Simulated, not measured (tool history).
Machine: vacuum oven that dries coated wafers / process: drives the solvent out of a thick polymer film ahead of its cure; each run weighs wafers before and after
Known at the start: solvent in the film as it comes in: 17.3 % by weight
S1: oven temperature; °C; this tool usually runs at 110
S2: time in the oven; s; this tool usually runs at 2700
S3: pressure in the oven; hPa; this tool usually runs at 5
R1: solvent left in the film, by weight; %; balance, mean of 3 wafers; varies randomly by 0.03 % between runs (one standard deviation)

Run 1, hour 0: usual settings. Result: R1 2.4 %.
Run 2, hour 31.3: usual settings. Result: R1 2.36 %.
Run 3, hour 70.9: usual settings. Result: R1 2.39 %.
Run 4, hour 97.3: usual settings. Result: R1 2.4 %.
Run 5, hour 117.2: usual settings but S1 113 °C. Result: R1 1.68 %.
Run 6, hour 156.7: usual settings but S1 113 °C. Result: R1 1.72 %.
Run 7, hour 186: usual settings but S1 107 °C. Result: R1 3.07 %.
Run 8, hour 225.1: usual settings but S1 107 °C. Result: R1 3.14 %.
Run 9, hour 255.6: usual settings but S3 10.15 hPa. Result: R1 2.58 %.
Run 10, hour 277.7: usual settings but S3 10.15 hPa. Result: R1 2.53 %.
Run 11, hour 296.3: usual settings but S1 122 °C, S3 5.6 hPa. Result: R1 0.52 %.
Run 12, hour 332: usual settings but S1 119 °C, S2 3480 s. Result: R1 0.43 %.
Run 13, hour 352.4: usual settings but S1 117 °C, S2 3480 s, S3 3.53 hPa. Result: R1 0.54 %.
Run 14, hour 372.5: usual settings but S1 99 °C, S2 1500 s. Result: R1 8.27 %.
Run 15, hour 406.6: usual settings but S1 124 °C, S2 3780 s. Result: R1 0.23 %.
Run 16, hour 425.8: usual settings but S1 124 °C, S2 3780 s. Result: R1 0.21 %.
Run 17, hour 467.5: usual settings but S1 124 °C, S2 3780 s. Result: R1 0.23 %.
Run 18, hour 491.8: usual settings but S1 123 °C, S2 2040 s, S3 4.93 hPa. Result: R1 0.87 %.

Here are 5 independent what-if runs from the current tool condition. What would each one return?
Run A, hour 527.6: usual settings but S1 118 °C, S2 1680 s, S3 17.25 hPa. Result: R1 ?.
Run B, hour 527.6: usual settings but S1 125 °C, S3 9.33 hPa. Result: R1 ?.
Run C, hour 527.6: usual settings but S3 9.72 hPa. Result: R1 ?.
Run D, hour 527.6: usual settings but S1 121 °C, S2 2040 s, S3 13.16 hPa. Result: R1 ?.
Run E, hour 527.6: usual settings but S1 99 °C, S3 8.2 hPa. Result: R1 ?.

run    R1
  A   2.6
  B  0.48
  C  2.42
  D  1.33
  E  5.65
Without the tool's hidden state the same runs would have given:
run    R1
  A  2.75
  B  0.44
  C  2.55
  D   1.4
  E  5.84
